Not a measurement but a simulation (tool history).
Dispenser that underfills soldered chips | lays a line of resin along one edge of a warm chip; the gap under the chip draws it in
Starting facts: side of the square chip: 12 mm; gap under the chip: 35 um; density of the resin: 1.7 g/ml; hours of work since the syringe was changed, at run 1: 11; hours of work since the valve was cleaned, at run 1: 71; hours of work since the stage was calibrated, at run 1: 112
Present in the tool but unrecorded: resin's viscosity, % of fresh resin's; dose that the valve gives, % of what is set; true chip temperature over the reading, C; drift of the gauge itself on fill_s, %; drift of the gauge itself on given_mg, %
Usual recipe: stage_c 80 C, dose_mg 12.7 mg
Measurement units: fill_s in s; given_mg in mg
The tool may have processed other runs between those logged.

| run | hour | stage_c | dose_mg | hours of work since the syringe was changed | hours of work since the valve was cleaned | hours of work since the stage was calibrated | fill_s | given_mg |
|---|---|---|---|---|---|---|---|---|
| 1 | 0.0 | 80 | 12.7 | 11 | 71 | 112 | 225.7 | 12.22 |
|  | 1.0 | new syringe of resin |
| 2 | 4.4 | 71 | 12.7 | 2 | 74 | 114 | 179.6 | 12.04 |
| 3 | 7.6 | 80 | 12.6 | 5 | 76 | 117 | 148.4 | 12.13 |
| 4 | 11.2 | 85 | 12.7 | 7 | 79 | 119 | 150.1 | 12.07 |
|  | 16.1 | dispensing valve cleaned and set on the balance |
| 5 | 16.5 | 85 | 12.7 | 10 | 0 | 122 | 181.3 | 12.62 |
|  | 18.0 | new syringe of resin |
| 6 | 19.0 | 85 | 12.7 | 1 | 2 | 124 | 94.3 | 12.62 |
| 7 | 23.5 | 84 | 14.7 | 4 | 5 | 127 | 117.9 | 14.58 |
| 8 | 27.2 | 74 | 11.7 | 7 | 8 | 130 | 214.2 | 11.66 |
| 9 | 29.6 | 91 | 13.8 | 8 | 9 | 132 | 128.4 | 13.80 |
|  | 33.9 | new syringe of resin |
| 10 | 34.8 | 86 | 13.9 | 1 | 13 | 135 | 86.9 | 13.87 |
| 11 | 38.9 | 77 | 16.4 | 4 | 16 | 138 | 145.1 | 16.13 |
| 12 | 41.4 | 83 | 12.8 | 5 | 18 | 140 | 136.4 | 12.59 |

What if the next run were any one of these 5? Each begins from the tool's condition after run 12:
| A | 45.9 | 66 | 11.3 | 9 | 21 | 143 | ? | ? |
| B | 45.9 | 74 | 11.7 | 9 | 21 | 143 | ? | ? |
| C | 45.9 | 90 | 14.8 | 9 | 21 | 143 | ? | ? |
| D | 45.9 | 92 | 14.2 | 9 | 21 | 143 | ? | ? |
| E | 45.9 | 80 | 15.6 | 9 | 21 | 143 | ? | ? |

| run | fill_s | given_mg |
|---|---|---|
| A | 334.8 | 11.19 |
| B | 239.5 | 11.51 |
| C | 133.4 | 14.63 |
| D | 124.1 | 13.98 |
| E | 185.5 | 15.36 |
With the hidden condition removed and each run's random variation left untouched, the same runs would have given:
| run | fill_s | given_mg |
|---|---|---|
| A | 188.7 | 11.33 |
| B | 134.9 | 11.66 |
| C | 75.2 | 14.82 |
| D | 69.9 | 14.15 |
| E | 104.8 | 15.55 |
